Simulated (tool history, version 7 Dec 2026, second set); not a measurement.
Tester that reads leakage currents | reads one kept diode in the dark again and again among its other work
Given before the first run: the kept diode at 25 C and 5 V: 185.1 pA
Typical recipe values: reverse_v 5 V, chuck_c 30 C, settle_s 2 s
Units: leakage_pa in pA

run     day  reverse_v  chuck_c  settle_s  leakage_pa
  1       0          5       30         2      312.39
  2   2.183          5       30         2      315.47
  3   4.854       5.75       30         2      337.51
  4   7.942       5.75       30         2      341.53
  5  10.842       5.75       30         2      343.05
  6  13.762       5.75       30         2      345.16

What does the tool deliver on the next run?
  7  15.879       5.75       30         2           ?

{"run 7": {"leakage_pa": 349.22}}
With no hidden state in the tool, this same run would have given leakage_pa 302.45 pA.
